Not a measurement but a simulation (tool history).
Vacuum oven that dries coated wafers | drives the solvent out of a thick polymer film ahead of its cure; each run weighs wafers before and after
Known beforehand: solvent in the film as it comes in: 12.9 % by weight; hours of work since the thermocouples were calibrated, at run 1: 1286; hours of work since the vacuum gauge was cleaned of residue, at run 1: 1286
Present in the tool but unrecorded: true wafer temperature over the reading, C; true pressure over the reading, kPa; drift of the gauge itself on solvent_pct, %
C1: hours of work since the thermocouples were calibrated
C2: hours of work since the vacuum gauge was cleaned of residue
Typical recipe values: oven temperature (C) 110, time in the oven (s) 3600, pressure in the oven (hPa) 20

{"run": 1, "hour": 0.0, "oven temperature (C)": 110, "time in the oven (s)": 3600, "pressure in the oven (hPa)": 20, "C1": 1286, "C2": 1286, "solvent left in the film (%)": 1.84}
{"run": 2, "hour": 34.2, "oven temperature (C)": 110, "time in the oven (s)": 3600, "pressure in the oven (hPa)": 20, "C1": 1312, "C2": 1312, "solvent left in the film (%)": 1.87}
{"run": 3, "hour": 52.4, "oven temperature (C)": 110, "time in the oven (s)": 3600, "pressure in the oven (hPa)": 20, "C1": 1326, "C2": 1326, "solvent left in the film (%)": 1.9}
{"run": 4, "hour": 71.3, "oven temperature (C)": 112, "time in the oven (s)": 3600, "pressure in the oven (hPa)": 20, "C1": 1340, "C2": 1340, "solvent left in the film (%)": 1.63}
{"run": 5, "hour": 110.9, "oven temperature (C)": 112, "time in the oven (s)": 3600, "pressure in the oven (hPa)": 20, "C1": 1371, "C2": 1371, "solvent left in the film (%)": 1.59}
{"run": 6, "hour": 132.9, "oven temperature (C)": 110, "time in the oven (s)": 3600, "pressure in the oven (hPa)": 13.7, "C1": 1387, "C2": 1387, "solvent left in the film (%)": 1.58}
{"run": 7, "hour": 165.8, "oven temperature (C)": 110, "time in the oven (s)": 3600, "pressure in the oven (hPa)": 25.6, "C1": 1412, "C2": 1412, "solvent left in the film (%)": 2.14}
{"run": 8, "hour": 196.5, "oven temperature (C)": 121, "time in the oven (s)": 3600, "pressure in the oven (hPa)": 20, "C1": 1436, "C2": 1436, "solvent left in the film (%)": 0.93}
{"run": 9, "hour": 224.1, "oven temperature (C)": 121, "time in the oven (s)": 3600, "pressure in the oven (hPa)": 20, "C1": 1457, "C2": 1457, "solvent left in the film (%)": 0.84}
{"run": 10, "hour": 262.3, "oven temperature (C)": 121, "time in the oven (s)": 3600, "pressure in the oven (hPa)": 20, "C1": 1486, "C2": 1486, "solvent left in the film (%)": 0.96}
{"run": 11, "hour": 291.9, "oven temperature (C)": 110, "time in the oven (s)": 3600, "pressure in the oven (hPa)": 45.8, "C1": 1509, "C2": 1509, "solvent left in the film (%)": 2.86}
{"hour": 303.9, "done": "oven's thermocouples calibrated"}
{"run": 12, "hour": 330.8, "oven temperature (C)": 110, "time in the oven (s)": 3600, "pressure in the oven (hPa)": 45.8, "C1": 21, "C2": 1537, "solvent left in the film (%)": 2.27}
{"run": 13, "hour": 350.2, "oven temperature (C)": 110, "time in the oven (s)": 3600, "pressure in the oven (hPa)": 45.8, "C1": 35, "C2": 1552, "solvent left in the film (%)": 2.26}
{"run": 14, "hour": 383.4, "oven temperature (C)": 110, "time in the oven (s)": 3600, "pressure in the oven (hPa)": 23.1, "C1": 61, "C2": 1577, "solvent left in the film (%)": 1.6}
{"run": 15, "hour": 404.0, "oven temperature (C)": 110, "time in the oven (s)": 3600, "pressure in the oven (hPa)": 23.1, "C1": 76, "C2": 1593, "solvent left in the film (%)": 1.46}
{"run": 16, "hour": 438.9, "oven temperature (C)": 110, "time in the oven (s)": 3600, "pressure in the oven (hPa)": 23.1, "C1": 103, "C2": 1619, "solvent left in the film (%)": 1.58}
{"run": 17, "hour": 461.9, "oven temperature (C)": 110, "time in the oven (s)": 2160, "pressure in the oven (hPa)": 28, "C1": 121, "C2": 1637, "solvent left in the film (%)": 2.9}
{"run": 18, "hour": 489.7, "oven temperature (C)": 103, "time in the oven (s)": 3600, "pressure in the oven (hPa)": 20, "C1": 142, "C2": 1658, "solvent left in the film (%)": 2.35}
{"run": 19, "hour": 519.2, "oven temperature (C)": 100, "time in the oven (s)": 3600, "pressure in the oven (hPa)": 20, "C1": 164, "C2": 1681, "solvent left in the film (%)": 2.89}
{"run": 20, "hour": 541.7, "oven temperature (C)": 100, "time in the oven (s)": 3600, "pressure in the oven (hPa)": 20, "C1": 182, "C2": 1698, "solvent left in the film (%)": 2.82}
{"run": 21, "hour": 560.0, "oven temperature (C)": 121, "time in the oven (s)": 5100, "pressure in the oven (hPa)": 58.6, "C1": 195, "C2": 1712, "solvent left in the film (%)": 1.47}
{"run": 22, "hour": 585.5, "oven temperature (C)": 110, "time in the oven (s)": 3600, "pressure in the oven (hPa)": 73, "C1": 215, "C2": 1731, "solvent left in the film (%)": 3.11}
{"run": 23, "hour": 606.4, "oven temperature (C)": 109, "time in the oven (s)": 5880, "pressure in the oven (hPa)": 20, "C1": 231, "C2": 1747, "solvent left in the film (%)": 0.98}
{"run": 24, "hour": 629.8, "oven temperature (C)": 121, "time in the oven (s)": 3660, "pressure in the oven (hPa)": 20, "C1": 249, "C2": 1765, "solvent left in the film (%)": 0.65}
{"run": 25, "hour": 661.0, "oven temperature (C)": 121, "time in the oven (s)": 3660, "pressure in the oven (hPa)": 20, "C1": 273, "C2": 1789, "solvent left in the film (%)": 0.72}
{"run": 26, "hour": 695.7, "oven temperature (C)": 116, "time in the oven (s)": 5460, "pressure in the oven (hPa)": 20, "C1": 299, "C2": 1815, "solvent left in the film (%)": 0.77}
{"run": 27, "hour": 736.0, "oven temperature (C)": 120, "time in the oven (s)": 5460, "pressure in the oven (hPa)": 22.8, "C1": 330, "C2": 1846, "solvent left in the film (%)": 0.62}
{"run": 28, "hour": 754.3, "oven temperature (C)": 116, "time in the oven (s)": 3120, "pressure in the oven (hPa)": 21.7, "C1": 344, "C2": 1860, "solvent left in the film (%)": 1.29}
{"run": 29, "hour": 791.7, "oven temperature (C)": 98, "time in the oven (s)": 6480, "pressure in the oven (hPa)": 24.4, "C1": 372, "C2": 1889, "solvent left in the film (%)": 2.18}
{"run": 30, "hour": 836.0, "oven temperature (C)": 106, "time in the oven (s)": 3600, "pressure in the oven (hPa)": 36.1, "C1": 406, "C2": 1922, "solvent left in the film (%)": 2.69}

Per-run results on a tool with no hidden state, each run keeping its own random variation:
run=1 solvent_left_in_the_film_(%)=1.37
run=2 solvent_left_in_the_film_(%)=1.38
run=3 solvent_left_in_the_film_(%)=1.41
run=4 solvent_left_in_the_film_(%)=1.18
run=5 solvent_left_in_the_film_(%)=1.15
run=6 solvent_left_in_the_film_(%)=1.09
run=7 solvent_left_in_the_film_(%)=1.6
run=8 solvent_left_in_the_film_(%)=0.68
run=9 solvent_left_in_the_film_(%)=0.58
run=10 solvent_left_in_the_film_(%)=0.69
run=11 solvent_left_in_the_film_(%)=2.22
run=12 solvent_left_in_the_film_(%)=2.19
run=13 solvent_left_in_the_film_(%)=2.18
run=14 solvent_left_in_the_film_(%)=1.5
run=15 solvent_left_in_the_film_(%)=1.36
run=16 solvent_left_in_the_film_(%)=1.46
run=17 solvent_left_in_the_film_(%)=2.81
run=18 solvent_left_in_the_film_(%)=2.2
run=19 solvent_left_in_the_film_(%)=2.72
run=20 solvent_left_in_the_film_(%)=2.64
run=21 solvent_left_in_the_film_(%)=1.36
run=22 solvent_left_in_the_film_(%)=2.96
run=23 solvent_left_in_the_film_(%)=0.81
run=24 solvent_left_in_the_film_(%)=0.54
run=25 solvent_left_in_the_film_(%)=0.6
run=26 solvent_left_in_the_film_(%)=0.63
run=27 solvent_left_in_the_film_(%)=0.49
run=28 solvent_left_in_the_film_(%)=1.13
run=29 solvent_left_in_the_film_(%)=1.89
run=30 solvent_left_in_the_film_(%)=2.44

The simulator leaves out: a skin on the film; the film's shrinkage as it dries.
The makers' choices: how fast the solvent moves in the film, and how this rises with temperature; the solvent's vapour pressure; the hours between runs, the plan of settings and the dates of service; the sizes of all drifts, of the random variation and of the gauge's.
